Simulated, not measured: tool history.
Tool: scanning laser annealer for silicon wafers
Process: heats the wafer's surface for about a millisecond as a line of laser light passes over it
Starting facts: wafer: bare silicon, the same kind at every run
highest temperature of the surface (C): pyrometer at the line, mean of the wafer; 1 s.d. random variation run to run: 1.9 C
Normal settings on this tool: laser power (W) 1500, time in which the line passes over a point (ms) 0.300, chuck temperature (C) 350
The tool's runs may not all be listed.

| run | hour | laser power (W) | time in which the line passes over a point (ms) | chuck temperature (C) | highest temperature of the surface (C) |
|---|---|---|---|---|---|
| 1 | 0.0 | 1500 | 0.300 | 350 | 1154 |
| 2 | 44.1 | 1425 | 0.300 | 350 | 1108 |
| 3 | 114.1 | 1425 | 0.300 | 350 | 1101 |
| 4 | 197.8 | 1500 | 0.300 | 350 | 1142 |
| 5 | 239.2 | 1500 | 0.300 | 324 | 1121 |
| 6 | 288.2 | 1500 | 0.300 | 324 | 1119 |
| 7 | 381.2 | 1500 | 0.300 | 324 | 1111 |
|  | 421.3 | window over the wafer cleaned |
| 8 | 462.9 | 1500 | 0.300 | 324 | 1136 |
| 9 | 518.4 | 1500 | 0.300 | 324 | 1135 |
| 10 | 577.5 | 1500 | 0.300 | 341 | 1151 |
| 11 | 648.7 | 1500 | 0.300 | 341 | 1146 |
|  | 659.5 | optics aligned, line set to its width |
| 12 | 698.9 | 1500 | 0.300 | 341 | 1162 |
| 13 | 793.0 | 1500 | 0.300 | 386 | 1203 |
| 14 | 834.6 | 1500 | 0.300 | 350 | 1162 |
| 15 | 922.8 | 1500 | 0.300 | 350 | 1162 |
| 16 | 964.2 | 1500 | 0.284 | 350 | 1138 |
| 17 | 1006.3 | 1500 | 0.284 | 388 | 1173 |
| 18 | 1058.6 | 1500 | 0.216 | 350 | 1020 |
| 19 | 1128.3 | 1500 | 0.216 | 350 | 1020 |
| 20 | 1185.3 | 1500 | 0.216 | 350 | 1016 |
| 21 | 1257.9 | 1500 | 0.300 | 350 | 1145 |
| 22 | 1310.9 | 1646 | 0.226 | 351 | 1106 |
| 23 | 1372.2 | 1646 | 0.226 | 351 | 1104 |
| 24 | 1463.3 | 1646 | 0.226 | 351 | 1098 |
|  | 1496.6 | window over the wafer cleaned |
| 25 | 1527.4 | 1646 | 0.226 | 351 | 1122 |
| 26 | 1621.0 | 1646 | 0.226 | 351 | 1116 |
| 27 | 1679.5 | 1646 | 0.226 | 351 | 1118 |
| 28 | 1761.7 | 1646 | 0.226 | 351 | 1113 |
| 29 | 1804.8 | 1646 | 0.226 | 351 | 1114 |
| 30 | 1876.8 | 1512 | 0.228 | 352 | 1044 |
| 31 | 1935.6 | 1502 | 0.228 | 352 | 1039 |
| 32 | 2004.0 | 1295 | 0.321 | 350 | 1054 |
| 33 | 2053.4 | 1500 | 0.372 | 313 | 1213 |
| 34 | 2111.2 | 1500 | 0.255 | 350 | 1074 |
| 35 | 2187.0 | 1614 | 0.300 | 350 | 1209 |
| 36 | 2275.2 | 1602 | 0.300 | 350 | 1199 |
| 37 | 2368.9 | 1349 | 0.300 | 378 | 1073 |
| 38 | 2409.5 | 1501 | 0.300 | 315 | 1097 |
| 39 | 2451.7 | 1500 | 0.362 | 335 | 1202 |
| 40 | 2545.8 | 1500 | 0.362 | 335 | 1197 |
|  | 2567.2 | window over the wafer cleaned |
| 41 | 2602.2 | 1621 | 0.379 | 368 | 1369 |

Here are 3 independent what-if runs from the current tool condition. What would each one return?
| A | 2671.7 | 1443 | 0.379 | 344 | ? |
| B | 2671.7 | 1430 | 0.379 | 368 | ? |
| C | 2671.7 | 1620 | 0.241 | 368 | ? |

| run | highest temperature of the surface (C) |
|---|---|
| A | 1220 |
| B | 1236 |
| C | 1138 |
What these runs would have given with no unlogged condition in the tool:
| run | highest temperature of the surface (C) |
|---|---|
| A | 1271 |
| B | 1287 |
| C | 1184 |

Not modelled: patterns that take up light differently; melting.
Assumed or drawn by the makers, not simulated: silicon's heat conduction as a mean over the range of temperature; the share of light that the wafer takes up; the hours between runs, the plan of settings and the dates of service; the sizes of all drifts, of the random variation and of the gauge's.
